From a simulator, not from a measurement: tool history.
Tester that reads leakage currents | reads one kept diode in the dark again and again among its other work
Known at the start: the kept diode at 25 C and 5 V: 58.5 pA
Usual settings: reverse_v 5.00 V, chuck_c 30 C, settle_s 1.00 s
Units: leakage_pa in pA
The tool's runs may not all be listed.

{"run": 1, "hour": 0.0, "reverse_v": 5.0, "chuck_c": 30, "settle_s": 1.0, "leakage_pa": 99.74}
{"run": 2, "hour": 22.3, "reverse_v": 5.0, "chuck_c": 30, "settle_s": 1.0, "leakage_pa": 99.86}
{"run": 3, "hour": 51.0, "reverse_v": 5.0, "chuck_c": 30, "settle_s": 1.0, "leakage_pa": 99.7}
{"hour": 74.0, "done": "probe card cleaned and baked"}
{"run": 4, "hour": 91.4, "reverse_v": 5.0, "chuck_c": 30, "settle_s": 1.0, "leakage_pa": 101.83}
{"run": 5, "hour": 124.2, "reverse_v": 5.0, "chuck_c": 30, "settle_s": 1.0, "leakage_pa": 101.41}
{"run": 6, "hour": 165.6, "reverse_v": 5.0, "chuck_c": 30, "settle_s": 1.0, "leakage_pa": 102.47}
{"run": 7, "hour": 207.9, "reverse_v": 5.0, "chuck_c": 30, "settle_s": 1.0, "leakage_pa": 102.2}
{"run": 8, "hour": 229.1, "reverse_v": 5.0, "chuck_c": 57, "settle_s": 1.0, "leakage_pa": 597.04}
{"run": 9, "hour": 248.8, "reverse_v": 5.0, "chuck_c": 57, "settle_s": 1.0, "leakage_pa": 597.83}
{"hour": 276.0, "done": "probe card cleaned and baked, once more"}
{"run": 10, "hour": 282.9, "reverse_v": 5.0, "chuck_c": 57, "settle_s": 1.0, "leakage_pa": 585.42}
{"run": 11, "hour": 324.6, "reverse_v": 5.0, "chuck_c": 30, "settle_s": 0.33, "leakage_pa": 91.72}
{"run": 12, "hour": 364.4, "reverse_v": 5.0, "chuck_c": 30, "settle_s": 0.33, "leakage_pa": 92.18}
{"run": 13, "hour": 392.6, "reverse_v": 5.0, "chuck_c": 30, "settle_s": 0.33, "leakage_pa": 92.54}
{"run": 14, "hour": 414.2, "reverse_v": 5.0, "chuck_c": 21, "settle_s": 1.27, "leakage_pa": 44.77}
{"run": 15, "hour": 445.3, "reverse_v": 2.33, "chuck_c": 31, "settle_s": 0.92, "leakage_pa": 71.74}
{"run": 16, "hour": 476.2, "reverse_v": 3.44, "chuck_c": 46, "settle_s": 1.16, "leakage_pa": 245.72}
{"run": 17, "hour": 501.3, "reverse_v": 3.44, "chuck_c": 32, "settle_s": 1.16, "leakage_pa": 90.62}
{"run": 18, "hour": 535.7, "reverse_v": 5.0, "chuck_c": 23, "settle_s": 2.04, "leakage_pa": 52.76}
{"run": 19, "hour": 556.1, "reverse_v": 2.04, "chuck_c": 30, "settle_s": 0.99, "leakage_pa": 63.63}
{"run": 20, "hour": 583.5, "reverse_v": 3.88, "chuck_c": 30, "settle_s": 1.0, "leakage_pa": 81.59}
{"run": 21, "hour": 623.4, "reverse_v": 6.49, "chuck_c": 54, "settle_s": 1.0, "leakage_pa": 537.07}
{"run": 22, "hour": 650.9, "reverse_v": 6.49, "chuck_c": 54, "settle_s": 1.0, "leakage_pa": 535.38}
{"run": 23, "hour": 683.6, "reverse_v": 6.49, "chuck_c": 54, "settle_s": 1.0, "leakage_pa": 539.16}
{"run": 24, "hour": 711.1, "reverse_v": 2.46, "chuck_c": 28, "settle_s": 1.0, "leakage_pa": 59.12}

Forecast each of these 3 alternatives for the next run:
{"run": "A", "hour": 741.2, "reverse_v": 4.73, "chuck_c": 41, "settle_s": 0.4, "leakage_pa": "?"}
{"run": "B", "hour": 741.2, "reverse_v": 5.0, "chuck_c": 30, "settle_s": 6.71, "leakage_pa": "?"}
{"run": "C", "hour": 741.2, "reverse_v": 3.91, "chuck_c": 28, "settle_s": 1.0, "leakage_pa": "?"}

run=A leakage_pa=199.23
run=B leakage_pa=90.12
run=C leakage_pa=71.29
Without the tool's hidden state the same runs would have given:
run=A leakage_pa=194.07
run=B leakage_pa=86.72
run=C leakage_pa=68.61

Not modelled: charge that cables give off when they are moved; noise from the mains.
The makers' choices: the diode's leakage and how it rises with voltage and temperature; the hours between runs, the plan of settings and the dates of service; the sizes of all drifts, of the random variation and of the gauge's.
